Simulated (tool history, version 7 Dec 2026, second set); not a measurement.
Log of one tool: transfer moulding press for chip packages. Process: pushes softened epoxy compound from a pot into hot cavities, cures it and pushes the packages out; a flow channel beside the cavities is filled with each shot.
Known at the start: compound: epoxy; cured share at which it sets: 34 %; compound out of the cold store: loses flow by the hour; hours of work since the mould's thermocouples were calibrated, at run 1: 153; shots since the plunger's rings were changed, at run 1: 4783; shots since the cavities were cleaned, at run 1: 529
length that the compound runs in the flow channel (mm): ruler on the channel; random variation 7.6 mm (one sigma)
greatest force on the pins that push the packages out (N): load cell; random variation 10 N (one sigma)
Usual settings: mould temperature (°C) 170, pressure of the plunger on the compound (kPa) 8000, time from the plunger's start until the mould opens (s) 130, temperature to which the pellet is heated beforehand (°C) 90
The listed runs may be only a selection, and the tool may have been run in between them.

| run | hour | mould temperature (°C) | pressure of the plunger on the compound (kPa) | time from the plunger's start until the mould opens (s) | temperature to which the pellet is heated beforehand (°C) | hours of work since the mould's thermocouples were calibrated | shots since the plunger's rings were changed | shots since the cavities were cleaned | incoming compound's hours out of the cold store | length that the compound runs in the flow channel (mm) | greatest force on the pins that push the packages out (N) |
|---|---|---|---|---|---|---|---|---|---|---|---|
| 1 | 0 | 170 | 8000 | 130 | 90 | 153 | 4783 | 529 | 25.4 | 797 | 950 |
| 2 | 7.1 | 170 | 8000 | 130 | 98 | 156 | 4826 | 572 | 25.1 | 793 | 934 |
| 3 | 12.2 | 170 | 8000 | 130 | 96 | 158 | 4857 | 603 | 25.1 | 796 | 939 |
| 4 | 20.2 | 170 | 8000 | 130 | 99 | 161 | 4905 | 651 | 40.6 | 725 | 973 |
| 5 | 24.2 | 170 | 6280 | 130 | 90 | 163 | 4930 | 676 | 32.7 | 664 | 957 |
| 6 | 33 | 170 | 6920 | 117 | 90 | 167 | 4983 | 729 | 29.7 | 698 | 1137 |
| 7 | 40 | 170 | 6520 | 130 | 90 | 170 | 5026 | 772 | 44.9 | 639 | 986 |
| 8 | 48.4 | 170 | 8000 | 138 | 80 | 173 | 5077 | 823 | 35.4 | 734 | 978 |
| 9 | 54.9 | 168 | 7970 | 138 | 80 | 176 | 5117 | 863 | 45.3 | 724 | 1020 |
|  | 59 | cavities cleaned with cleaning compound and waxed |
| 10 | 61.7 | 170 | 9570 | 129 | 90 | 178 | 5149 | 17 | 28.6 | 843 | 501 |

Branching from run 10: 3 alternative next runs. What would each branch give?
| A | 67.3 | 170 | 7440 | 129 | 81 | 180 | 5183 | 51 | 33.6 | ? | ? |
| B | 67.3 | 165 | 9570 | 156 | 99 | 180 | 5183 | 51 | 47.6 | ? | ? |
| C | 67.3 | 170 | 8000 | 130 | 94 | 180 | 5183 | 51 | 27.3 | ? | ? |

| run | length that the compound runs in the flow channel (mm) | greatest force on the pins that push the packages out (N) |
|---|---|---|
| A | 725 | 560 |
| B | 768 | 532 |
| C | 783 | 537 |
Take away the tool's hidden state, keep each run's random variation, and the runs would have read:
| run | length that the compound runs in the flow channel (mm) | greatest force on the pins that push the packages out (N) |
|---|---|---|
| A | 791 | 478 |
| B | 839 | 455 |
| C | 855 | 459 |
